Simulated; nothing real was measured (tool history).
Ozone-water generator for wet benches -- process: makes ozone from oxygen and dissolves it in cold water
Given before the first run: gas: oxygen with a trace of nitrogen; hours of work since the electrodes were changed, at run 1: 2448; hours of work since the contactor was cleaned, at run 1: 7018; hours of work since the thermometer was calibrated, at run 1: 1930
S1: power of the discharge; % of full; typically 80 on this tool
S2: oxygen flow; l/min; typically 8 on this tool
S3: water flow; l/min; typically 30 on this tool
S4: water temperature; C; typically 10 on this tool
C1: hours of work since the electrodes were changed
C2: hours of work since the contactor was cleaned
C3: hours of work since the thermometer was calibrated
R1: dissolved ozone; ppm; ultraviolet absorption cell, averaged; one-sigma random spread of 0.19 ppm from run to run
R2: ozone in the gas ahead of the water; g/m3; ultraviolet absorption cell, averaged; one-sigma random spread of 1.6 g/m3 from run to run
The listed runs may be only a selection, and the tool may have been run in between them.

run,hour,S1,S2,S3,S4,C1,C2,C3,R1,R2
1,0,80,8,30,10,2448,7018,1930,22.4,283.8
2,130.3,80,8,30,10,2568,7138,2050,22.4,280
3,214.5,80,8,30,5,2645,7215,2127,23.5,279.1
4,335.8,80,8,30,5,2757,7327,2239,23.5,280.6
5,484.2,80,8,30,17,2893,7463,2375,20.2,280.5
6,585.1,80,8,44,17,2986,7556,2468,14.7,276.2
7,654.3,80,8,44,17,3049,7619,2531,14.6,277.8
8,744.4,80,8,44,17,3132,7702,2614,14.7,279.3
9,836,80,4.47,30,10,3216,7786,2698,20.7,385.6
# hour 892.1: water thermometer calibrated
10,975.9,80,4.47,30,11,3344,7914,77,20.3,387.6
11,1133,80,4.47,30,11,3488,8059,221,20.4,388.2
12,1257.8,80,4.47,30,11,3603,8173,336,20.4,389.4
13,1373.8,80,4.47,30,11,3710,8280,443,20.2,385.2
14,1494.1,80,8,30,14,3820,8390,553,20.2,274.3
15,1641.2,80,8,30,14,3955,8525,688,20.2,274.8
16,1739.6,80,8,30,14,4046,8616,779,20.1,271.3
17,1897,80,7.79,20,13,4190,8760,923,27.7,276.6
18,1984.9,80,7.89,30,6,4271,8841,1004,22.1,271.4
# hour 2041.5: contactor cleaned
19,2123.2,80,7.89,30,6,4394,75,1127,25.3,273.4
20,2278.4,80,5.03,42,7,4537,218,1270,17.4,354.2
21,2398.7,80,5.03,42,7,4647,328,1380,17.4,354.9
22,2528.5,68,13.99,30,10,4767,447,1499,21.7,179
23,2681.9,80,6.71,25,5,4907,588,1640,29.2,294.6
24,2839.4,80,13.31,22,7,5052,733,1785,30,196
25,2931.9,80,13.31,22,7,5137,818,1870,29.5,197.9
26,3008.7,62,8,24,7,5208,888,1941,25.8,235.5
27,3111.2,43,4.84,43,10,5302,983,2035,12,268.3
28,3197.7,43,4.84,43,10,5381,1062,2114,11.7,266.9
29,3333.6,43,4.84,43,10,5506,1187,2239,11.7,268.9

Forecast each of these 3 alternatives for the next run:
A,3430.3,43,10.79,38,7,5595,1276,2328,?,?
B,3430.3,80,13.1,30,12,5595,1276,2328,?,?
C,3430.3,43,13.38,43,10,5595,1276,2328,?,?

run,R1,R2
A,15,164.3
B,21.7,194.7
C,13,146
Without the tool's hidden state the same runs would have given:
run,R1,R2
A,16.6,178.6
B,24.9,218.7
C,14.4,158.7
